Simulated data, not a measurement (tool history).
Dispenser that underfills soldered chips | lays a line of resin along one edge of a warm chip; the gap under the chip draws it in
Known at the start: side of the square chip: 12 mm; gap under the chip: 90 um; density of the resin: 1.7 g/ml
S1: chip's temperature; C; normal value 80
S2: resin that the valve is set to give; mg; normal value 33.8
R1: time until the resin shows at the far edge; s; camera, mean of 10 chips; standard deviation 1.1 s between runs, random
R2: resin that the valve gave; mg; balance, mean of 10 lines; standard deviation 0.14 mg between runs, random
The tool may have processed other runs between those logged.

Run 1, hour 0.0: usual settings. Result: R1 145.3 s, R2 32.59 mg.
At hour 1.2: new syringe of resin.
Run 2, hour 3.5: usual settings but S2 38.0 mg. Result: R1 113.4 s, R2 36.42 mg.
Run 3, hour 8.6: usual settings but S1 78 C. Result: R1 144.3 s, R2 32.42 mg.
At hour 11.7: new syringe of resin.
Run 4, hour 12.8: usual settings but S1 78 C. Result: R1 120.1 s, R2 32.47 mg.
Run 5, hour 15.4: usual settings. Result: R1 124.1 s, R2 32.42 mg.
Run 6, hour 18.3: usual settings. Result: R1 133.2 s, R2 32.49 mg.
At hour 22.2: new syringe of resin.
Run 7, hour 23.4: usual settings but S1 89 C. Result: R1 82.8 s, R2 32.12 mg.
Run 8, hour 27.2: usual settings but S1 89 C. Result: R1 94.0 s, R2 32.26 mg.
Run 9, hour 30.9: usual settings but S1 89 C. Result: R1 103.5 s, R2 32.11 mg.
At hour 32.7: new syringe of resin.
Run 10, hour 35.6: usual settings but S1 89 C. Result: R1 89.7 s, R2 32.08 mg.
Run 11, hour 40.3: usual settings but S2 31.8 mg. Result: R1 142.5 s, R2 30.31 mg.
At hour 43.4: new syringe of resin.
Run 12, hour 45.0: usual settings but S2 31.8 mg. Result: R1 115.8 s, R2 30.16 mg.
Run 13, hour 47.4: usual settings but S2 31.8 mg. Result: R1 122.5 s, R2 29.98 mg.
Run 14, hour 51.0: usual settings but S1 68 C. Result: R1 209.6 s, R2 32.04 mg.
At hour 53.8: new syringe of resin.
Run 15, hour 54.2: usual settings but S1 68 C. Result: R1 167.8 s, R2 32.06 mg.
Run 16, hour 57.8: usual settings but S1 68 C. Result: R1 191.5 s, R2 31.93 mg.
Run 17, hour 62.0: usual settings but S1 68 C. Result: R1 218.2 s, R2 31.96 mg.
At hour 64.1: new syringe of resin.
Run 18, hour 65.1: usual settings. Result: R1 113.0 s, R2 31.93 mg.
Run 19, hour 67.6: usual settings but S1 70 C, S2 32.4 mg. Result: R1 176.3 s, R2 30.43 mg.
Run 20, hour 70.1: usual settings but S1 70 C, S2 32.4 mg. Result: R1 190.3 s, R2 30.47 mg.
Run 21, hour 73.2: usual settings but S1 70 C, S2 32.4 mg. Result: R1 209.6 s, R2 30.37 mg.
At hour 74.5: new syringe of resin.
Run 22, hour 76.9: usual settings but S1 70 C, S2 32.4 mg. Result: R1 165.2 s, R2 30.54 mg.
Run 23, hour 80.7: usual settings but S1 70 C, S2 32.4 mg. Result: R1 189.4 s, R2 30.38 mg.
At hour 85.0: new syringe of resin.
Run 24, hour 85.2: usual settings but S1 70 C, S2 32.4 mg. Result: R1 162.2 s, R2 30.13 mg.
Run 25, hour 89.9: usual settings but S1 85 C, S2 43.1 mg. Result: R1 107.3 s, R2 40.04 mg.
Run 26, hour 94.5: usual settings but S1 74 C, S2 43.1 mg. Result: R1 174.9 s, R2 40.01 mg.
At hour 95.4: new syringe of resin.
Run 27, hour 97.3: usual settings but S1 75 C, S2 34.8 mg. Result: R1 140.3 s, R2 32.38 mg.
Run 28, hour 100.8: usual settings but S1 75 C, S2 34.8 mg. Result: R1 159.4 s, R2 32.54 mg.
Run 29, hour 104.4: usual settings but S1 92 C, S2 32.1 mg. Result: R1 98.9 s, R2 29.76 mg.
At hour 105.9: new syringe of resin.
Run 30, hour 107.9: usual settings but S1 92 C, S2 32.1 mg. Result: R1 78.4 s, R2 29.66 mg.
Run 31, hour 111.7: usual settings but S1 93 C, S2 41.7 mg. Result: R1 80.0 s, R2 38.66 mg.
Run 32, hour 114.3: usual settings but S1 93 C, S2 41.7 mg. Result: R1 88.0 s, R2 38.84 mg.
At hour 116.6: new syringe of resin.
Run 33, hour 118.0: usual settings but S1 93 C, S2 41.7 mg. Result: R1 73.4 s, R2 38.61 mg.
Run 34, hour 120.2: usual settings but S1 93 C, S2 36.4 mg. Result: R1 80.8 s, R2 33.84 mg.
Run 35, hour 122.8: usual settings but S1 72 C, S2 36.9 mg. Result: R1 176.3 s, R2 33.94 mg.
Run 36, hour 125.0: usual settings but S1 93 C, S2 36.9 mg. Result: R1 92.8 s, R2 34.23 mg.

What if the next run were any one of these 4? Each begins from the tool's condition after run 36:
At hour 127.0: new syringe of resin.
Run A, hour 130.5: usual settings but S1 82 C, S2 37.7 mg. Result: R1 ?, R2 ?.
At hour 127.0: new syringe of resin.
Run B, hour 130.5: usual settings but S1 76 C, S2 38.0 mg. Result: R1 ?, R2 ?.
At hour 127.0: new syringe of resin.
Run C, hour 130.5: usual settings but S2 32.9 mg. Result: R1 ?, R2 ?.
At hour 127.0: new syringe of resin.
Run D, hour 130.5: usual settings but S1 74 C, S2 36.1 mg. Result: R1 ?, R2 ?.

run     R1     R2
  A  115.0  34.66
  B  140.2  35.10
  C  124.2  30.05
  D  151.3  33.23
Had the tool no hidden state, the same runs would have come out as:
run     R1     R2
  A  100.4  37.72
  B  122.4  38.20
  C  107.5  32.71
  D  131.6  36.17

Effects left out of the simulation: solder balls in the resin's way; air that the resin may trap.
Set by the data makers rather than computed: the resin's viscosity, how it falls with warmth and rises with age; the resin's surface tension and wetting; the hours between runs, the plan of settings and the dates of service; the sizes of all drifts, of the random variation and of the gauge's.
